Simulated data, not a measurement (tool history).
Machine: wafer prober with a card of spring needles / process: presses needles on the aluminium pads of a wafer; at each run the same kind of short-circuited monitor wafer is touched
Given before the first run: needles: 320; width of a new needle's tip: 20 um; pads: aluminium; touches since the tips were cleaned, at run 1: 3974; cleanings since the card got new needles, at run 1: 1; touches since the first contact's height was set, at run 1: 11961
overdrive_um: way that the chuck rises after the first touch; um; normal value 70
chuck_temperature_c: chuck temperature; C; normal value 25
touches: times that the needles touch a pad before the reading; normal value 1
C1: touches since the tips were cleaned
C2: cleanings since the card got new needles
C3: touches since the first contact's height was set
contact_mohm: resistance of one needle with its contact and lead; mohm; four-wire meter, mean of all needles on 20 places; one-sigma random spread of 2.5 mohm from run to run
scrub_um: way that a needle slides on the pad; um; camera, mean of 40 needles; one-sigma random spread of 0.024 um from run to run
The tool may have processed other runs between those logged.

run 1 day=0 | overdrive_um=70 chuck_temperature_c=25 touches=1 | C1=3974 C2=1 C3=11961 | contact_mohm=282 scrub_um=17.71
run 2 day=0.383 | overdrive_um=70 chuck_temperature_c=116 touches=1 | C1=5435 C2=1 C3=13422 | contact_mohm=316 scrub_um=17.7
run 3 day=0.683 | overdrive_um=67 chuck_temperature_c=116 touches=1 | C1=6582 C2=1 C3=14569 | contact_mohm=313 scrub_um=16.93
-- day=0.979 tips cleaned on abrasive film
run 4 day=1.05 | overdrive_um=67 chuck_temperature_c=116 touches=1 | C1=269 C2=2 C3=15961 | contact_mohm=313 scrub_um=16.94
run 5 day=1.375 | overdrive_um=70 chuck_temperature_c=32 touches=1 | C1=1507 C2=2 C3=17199 | contact_mohm=280 scrub_um=17.71
run 6 day=1.638 | overdrive_um=70 chuck_temperature_c=32 touches=1 | C1=2525 C2=2 C3=18217 | contact_mohm=286 scrub_um=17.75
run 7 day=1.838 | overdrive_um=84 chuck_temperature_c=25 touches=1 | C1=3292 C2=2 C3=18984 | contact_mohm=279 scrub_um=21.3
run 8 day=2.046 | overdrive_um=84 chuck_temperature_c=25 touches=1 | C1=4079 C2=2 C3=19771 | contact_mohm=279 scrub_um=21.33
run 9 day=2.346 | overdrive_um=84 chuck_temperature_c=25 touches=1 | C1=5237 C2=2 C3=20929 | contact_mohm=280 scrub_um=21.3
run 10 day=2.596 | overdrive_um=84 chuck_temperature_c=25 touches=1 | C1=6190 C2=2 C3=21882 | contact_mohm=280 scrub_um=21.3
run 11 day=2.917 | overdrive_um=70 chuck_temperature_c=61 touches=1 | C1=7409 C2=2 C3=23101 | contact_mohm=297 scrub_um=17.79
-- day=3 tips cleaned on abrasive film
run 12 day=3.1 | overdrive_um=70 chuck_temperature_c=61 touches=1 | C1=379 C2=3 C3=23785 | contact_mohm=292 scrub_um=17.8
run 13 day=3.288 | overdrive_um=62 chuck_temperature_c=61 touches=1 | C1=1106 C2=3 C3=24512 | contact_mohm=299 scrub_um=15.77
run 14 day=3.467 | overdrive_um=70 chuck_temperature_c=25 touches=1 | C1=1782 C2=3 C3=25188 | contact_mohm=281 scrub_um=17.72
run 15 day=3.742 | overdrive_um=50 chuck_temperature_c=50 touches=1 | C1=2837 C2=3 C3=26243 | contact_mohm=303 scrub_um=12.74
run 16 day=3.967 | overdrive_um=53 chuck_temperature_c=42 touches=2 | C1=3698 C2=3 C3=27104 | contact_mohm=294 scrub_um=13.48
run 17 day=4.242 | overdrive_um=53 chuck_temperature_c=42 touches=2 | C1=4757 C2=3 C3=28163 | contact_mohm=296 scrub_um=13.48
run 18 day=4.45 | overdrive_um=68 chuck_temperature_c=25 touches=1 | C1=5548 C2=3 C3=28954 | contact_mohm=283 scrub_um=17.34
run 19 day=4.858 | overdrive_um=61 chuck_temperature_c=25 touches=1 | C1=7109 C2=3 C3=30515 | contact_mohm=284 scrub_um=15.53
-- day=5.025 tips cleaned on abrasive film
run 20 day=5.238 | overdrive_um=51 chuck_temperature_c=45 touches=2 | C1=807 C2=4 C3=31952 | contact_mohm=300 scrub_um=13.03
run 21 day=5.533 | overdrive_um=85 chuck_temperature_c=45 touches=3 | C1=1939 C2=4 C3=33084 | contact_mohm=290 scrub_um=21.66
run 22 day=5.75 | overdrive_um=85 chuck_temperature_c=116 touches=1 | C1=2765 C2=4 C3=33910 | contact_mohm=306 scrub_um=21.7
run 23 day=6.029 | overdrive_um=85 chuck_temperature_c=116 touches=1 | C1=3840 C2=4 C3=34985 | contact_mohm=307 scrub_um=21.7
run 24 day=6.321 | overdrive_um=85 chuck_temperature_c=116 touches=1 | C1=4961 C2=4 C3=36106 | contact_mohm=310 scrub_um=21.71
run 25 day=6.733 | overdrive_um=85 chuck_temperature_c=116 touches=1 | C1=6533 C2=4 C3=37678 | contact_mohm=310 scrub_um=21.69
run 26 day=6.921 | overdrive_um=70 chuck_temperature_c=83 touches=1 | C1=7250 C2=4 C3=38395 | contact_mohm=300 scrub_um=17.94
-- day=7.05 tips cleaned on abrasive film
run 27 day=7.321 | overdrive_um=70 chuck_temperature_c=83 touches=1 | C1=1035 C2=5 C3=39908 | contact_mohm=301 scrub_um=17.93

Predict each of these 4 candidate next runs independently; none follows another, all start after run 27:
run A day=7.725 | overdrive_um=70 chuck_temperature_c=107 touches=1 | C1=2588 C2=5 C3=41461 | contact_mohm=? scrub_um=?
run B day=7.725 | overdrive_um=70 chuck_temperature_c=83 touches=1 | C1=2588 C2=5 C3=41461 | contact_mohm=? scrub_um=?
run C day=7.725 | overdrive_um=58 chuck_temperature_c=35 touches=1 | C1=2588 C2=5 C3=41461 | contact_mohm=? scrub_um=?
run D day=7.725 | overdrive_um=78 chuck_temperature_c=83 touches=1 | C1=2588 C2=5 C3=41461 | contact_mohm=? scrub_um=?

run=A contact_mohm=314 scrub_um=17.96
run=B contact_mohm=299 scrub_um=17.94
run=C contact_mohm=289 scrub_um=14.83
run=D contact_mohm=300 scrub_um=19.99
Take away the tool's hidden state, keep each run's random variation, and the runs would have read:
run=A contact_mohm=313 scrub_um=17.72
run=B contact_mohm=298 scrub_um=17.71
run=C contact_mohm=288 scrub_um=14.63
run=D contact_mohm=299 scrub_um=19.72
